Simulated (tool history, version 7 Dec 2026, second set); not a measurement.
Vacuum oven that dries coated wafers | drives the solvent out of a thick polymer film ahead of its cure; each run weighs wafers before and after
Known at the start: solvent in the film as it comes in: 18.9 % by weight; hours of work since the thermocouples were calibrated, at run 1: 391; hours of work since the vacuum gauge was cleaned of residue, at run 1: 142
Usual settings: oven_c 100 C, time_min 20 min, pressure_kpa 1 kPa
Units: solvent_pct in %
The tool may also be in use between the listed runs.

| run | day | oven_c | time_min | pressure_kpa | hours of work since the thermocouples were calibrated | hours of work since the vacuum gauge was cleaned of residue | solvent_pct |
|---|---|---|---|---|---|---|---|
| 1 | 0 | 100 | 20 | 1 | 391 | 142 | 2.24 |
| 2 | 3.804 | 100 | 20 | 2.87 | 459 | 210 | 3.08 |
| 3 | 7.029 | 100 | 14 | 1 | 517 | 267 | 3.78 |
| 4 | 9.204 | 107 | 20 | 1 | 555 | 306 | 1.2 |
| 5 | 11.225 | 107 | 20 | 1 | 591 | 342 | 1.23 |
| 6 | 14.625 | 107 | 20 | 1 | 652 | 402 | 1.15 |
| 7 | 17.95 | 100 | 20 | 1 | 711 | 462 | 2.25 |
| 8 | 21.846 | 100 | 20 | 1 | 781 | 531 | 2.25 |
|  | 22.312 | oven's thermocouples calibrated |
| 9 | 25.904 | 100 | 20 | 1 | 64 | 602 | 2.23 |
| 10 | 29.821 | 91 | 11 | 1 | 134 | 672 | 7.5 |
| 11 | 32.212 | 91 | 11 | 1 | 176 | 714 | 7.5 |
| 12 | 35.292 | 91 | 11 | 1 | 231 | 769 | 7.5 |
| 13 | 38.221 | 91 | 11 | 1 | 283 | 821 | 7.52 |
| 14 | 40.025 | 109 | 11 | 1 | 316 | 853 | 2.85 |
| 15 | 41.767 | 104 | 11 | 3.89 | 347 | 885 | 4.97 |
| 16 | 43.433 | 104 | 13 | 3.89 | 376 | 914 | 4.21 |
| 17 | 46.529 | 104 | 13 | 3.89 | 432 | 969 | 4.16 |

Run 18 comes next. What will it give?
| 18 | 50.15 | 95 | 19 | 0.5 | 496 | 1034 | ? |

{"run 18": {"solvent_pct": 3.27}}
Without the tool's hidden state the same run would have given solvent_pct 3.24 %.

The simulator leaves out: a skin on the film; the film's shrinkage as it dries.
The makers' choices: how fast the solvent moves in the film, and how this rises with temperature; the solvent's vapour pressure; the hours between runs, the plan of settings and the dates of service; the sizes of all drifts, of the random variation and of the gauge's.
